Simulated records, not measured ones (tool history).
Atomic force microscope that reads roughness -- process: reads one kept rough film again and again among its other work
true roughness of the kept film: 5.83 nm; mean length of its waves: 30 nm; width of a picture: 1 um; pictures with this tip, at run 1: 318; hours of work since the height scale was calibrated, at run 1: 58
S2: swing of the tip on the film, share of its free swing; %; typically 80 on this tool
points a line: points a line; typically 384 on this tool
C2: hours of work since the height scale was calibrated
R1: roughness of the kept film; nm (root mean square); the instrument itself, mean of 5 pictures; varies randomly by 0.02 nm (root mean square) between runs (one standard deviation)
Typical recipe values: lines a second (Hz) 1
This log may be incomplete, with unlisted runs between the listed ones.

Run 1, day 0: usual settings; pictures with this tip 318; C2 58. Result: R1 4.886 nm (root mean square).
Run 2, day 0.25: usual settings; pictures with this tip 329; C2 63. Result: R1 4.898 nm (root mean square).
Run 3, day 0.571: usual settings but points a line 462; pictures with this tip 343; C2 68. Result: R1 4.921 nm (root mean square).
Run 4, day 0.921: usual settings but points a line 462; pictures with this tip 359; C2 74. Result: R1 4.915 nm (root mean square).
At day 1.008: new tip fitted.
Run 5, day 1.179: usual settings but S2 71 %, points a line 462; pictures with this tip 7; C2 79. Result: R1 5.022 nm (root mean square).
Run 6, day 1.529: usual settings but points a line 336; pictures with this tip 23; C2 85. Result: R1 4.904 nm (root mean square).
Run 7, day 1.867: usual settings but points a line 336; pictures with this tip 38; C2 91. Result: R1 4.894 nm (root mean square).
Run 8, day 2.062: usual settings but S2 65 %; pictures with this tip 47; C2 94. Result: R1 5.015 nm (root mean square).
Run 9, day 2.45: usual settings but lines a second (Hz) 0.57; pictures with this tip 64; C2 101. Result: R1 4.969 nm (root mean square).
Run 10, day 2.796: usual settings but lines a second (Hz) 0.57; pictures with this tip 80; C2 107. Result: R1 5.007 nm (root mean square).
Run 11, day 3.104: usual settings but points a line 414; pictures with this tip 94; C2 112. Result: R1 4.923 nm (root mean square).
Run 12, day 3.496: usual settings but S2 75 %, points a line 337; pictures with this tip 111; C2 119. Result: R1 4.919 nm (root mean square).
Run 13, day 3.738: usual settings but S2 75 %, points a line 421; pictures with this tip 122; C2 123. Result: R1 4.975 nm (root mean square).
Run 14, day 3.954: usual settings but S2 75 %, points a line 847; pictures with this tip 132; C2 127. Result: R1 4.943 nm (root mean square).
Run 15, day 4.117: usual settings but lines a second (Hz) 3.4, S2 83 %, points a line 577; pictures with this tip 139; C2 130. Result: R1 4.362 nm (root mean square).
Run 16, day 4.508: usual settings but lines a second (Hz) 0.8, S2 56 %, points a line 567; pictures with this tip 156; C2 137. Result: R1 5.124 nm (root mean square).
Run 17, day 4.721: usual settings but lines a second (Hz) 0.8, S2 56 %, points a line 567; pictures with this tip 166; C2 140. Result: R1 5.155 nm (root mean square).
Run 18, day 4.933: usual settings but lines a second (Hz) 0.8, S2 56 %, points a line 567; pictures with this tip 176; C2 144. Result: R1 5.11 nm (root mean square).
Run 19, day 5.296: usual settings but lines a second (Hz) 1.4, S2 59 %, points a line 620; pictures with this tip 192; C2 151. Result: R1 5.065 nm (root mean square).

Forecast each of these 4 alternatives for the next run:
Run A, day 5.571: usual settings but lines a second (Hz) 1.42, points a line 550; pictures with this tip 204; C2 155. Result: R1 ?.
Run B, day 5.571: usual settings but lines a second (Hz) 3.89, S2 77 %, points a line 648; pictures with this tip 204; C2 155. Result: R1 ?.
Run C, day 5.571: usual settings but S2 55 %; pictures with this tip 204; C2 155. Result: R1 ?.
Run D, day 5.571: usual settings but lines a second (Hz) 1.4, S2 59 %, points a line 644; pictures with this tip 204; C2 155. Result: R1 ?.

run     R1
  A  4.845
  B  4.469
  C  5.067
  D   5.03
With no hidden state in the tool, these same runs would have given:
run     R1
  A  4.856
  B  4.478
  C  5.077
  D  5.041
